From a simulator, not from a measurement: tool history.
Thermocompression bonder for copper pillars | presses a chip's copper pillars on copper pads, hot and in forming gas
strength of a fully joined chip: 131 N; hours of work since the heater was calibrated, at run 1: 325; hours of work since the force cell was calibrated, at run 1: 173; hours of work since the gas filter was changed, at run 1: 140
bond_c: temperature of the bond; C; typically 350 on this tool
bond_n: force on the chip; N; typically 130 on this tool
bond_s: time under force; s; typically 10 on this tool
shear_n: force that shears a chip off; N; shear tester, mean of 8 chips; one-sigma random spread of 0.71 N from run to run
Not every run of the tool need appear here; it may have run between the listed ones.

| run | hour | bond_c | bond_n | bond_s | hours of work since the heater was calibrated | hours of work since the force cell was calibrated | hours of work since the gas filter was changed | shear_n |
|---|---|---|---|---|---|---|---|---|
| 1 | 0 | 350 | 130 | 10 | 325 | 173 | 140 | 45.5 |
| 2 | 10 | 350 | 130 | 10 | 332 | 180 | 147 | 45.7 |
| 3 | 21.1 | 350 | 130 | 10 | 340 | 188 | 155 | 45.1 |
|  | 27.1 | forming gas filter changed |
| 4 | 41.8 | 350 | 130 | 10 | 355 | 202 | 11 | 50.4 |
| 5 | 59.9 | 323 | 130 | 10 | 368 | 215 | 24 | 35.4 |
| 6 | 79.5 | 350 | 146 | 10 | 382 | 229 | 38 | 53.8 |
| 7 | 88.1 | 353 | 130 | 10 | 388 | 236 | 44 | 50.5 |
| 8 | 97.2 | 353 | 130 | 10 | 394 | 242 | 50 | 50.5 |
| 9 | 115.4 | 350 | 130 | 7 | 407 | 255 | 63 | 41.5 |
| 10 | 128.9 | 350 | 130 | 7 | 417 | 265 | 73 | 41.2 |
| 11 | 143.5 | 350 | 130 | 7 | 428 | 275 | 84 | 40.6 |
| 12 | 157.4 | 350 | 130 | 13 | 438 | 285 | 93 | 53.2 |
| 13 | 169.9 | 350 | 130 | 13 | 447 | 294 | 102 | 51.8 |
| 14 | 190.6 | 350 | 130 | 13 | 461 | 309 | 117 | 51.7 |
| 15 | 206.2 | 350 | 93 | 10 | 473 | 320 | 128 | 35.6 |
| 16 | 220 | 350 | 130 | 10 | 482 | 330 | 138 | 45.8 |
| 17 | 229 | 350 | 130 | 10 | 489 | 337 | 145 | 44.8 |
| 18 | 244.5 | 350 | 157 | 10 | 500 | 348 | 156 | 52.3 |
|  | 248.6 | forming gas filter changed |
| 19 | 254.5 | 350 | 157 | 10 | 507 | 354 | 4 | 56.5 |
| 20 | 275.8 | 366 | 167 | 16 | 522 | 370 | 20 | 78.9 |
| 21 | 288.3 | 357 | 178 | 17 | 531 | 379 | 28 | 76.6 |
| 22 | 299.3 | 357 | 178 | 17 | 539 | 387 | 36 | 76.4 |
|  | 302.2 | heater calibrated with a thermocouple chip |
| 23 | 311 | 359 | 121 | 8 | 6 | 394 | 43 | 46.2 |
| 24 | 324 | 359 | 121 | 8 | 16 | 403 | 53 | 45.8 |
| 25 | 336 | 366 | 179 | 11 | 24 | 412 | 61 | 68.7 |
| 26 | 350.1 | 366 | 179 | 11 | 34 | 422 | 71 | 69.6 |
|  | 369.1 | heater calibrated with a thermocouple chip, once more |
| 27 | 370.5 | 358 | 177 | 7 | 1 | 435 | 85 | 57.1 |
| 28 | 383.9 | 358 | 177 | 7 | 11 | 444 | 94 | 58 |
| 29 | 403.8 | 320 | 79 | 10 | 25 | 459 | 109 | 22.6 |
| 30 | 420 | 333 | 79 | 10 | 36 | 470 | 120 | 26.3 |
| 31 | 433.1 | 360 | 186 | 16 | 46 | 480 | 130 | 76.8 |
| 32 | 445 | 372 | 100 | 14 | 54 | 488 | 138 | 55.3 |
| 33 | 459.7 | 358 | 114 | 5 | 65 | 499 | 149 | 34.6 |

Run 34 comes next. What will it give?
| 34 | 471.8 | 358 | 114 | 5 | 74 | 508 | 157 | ? |

shear_n: 34.9 N
If the tool had no hidden condition, the same run with the same run-to-run variation would have returned shear_n 37.4 N.
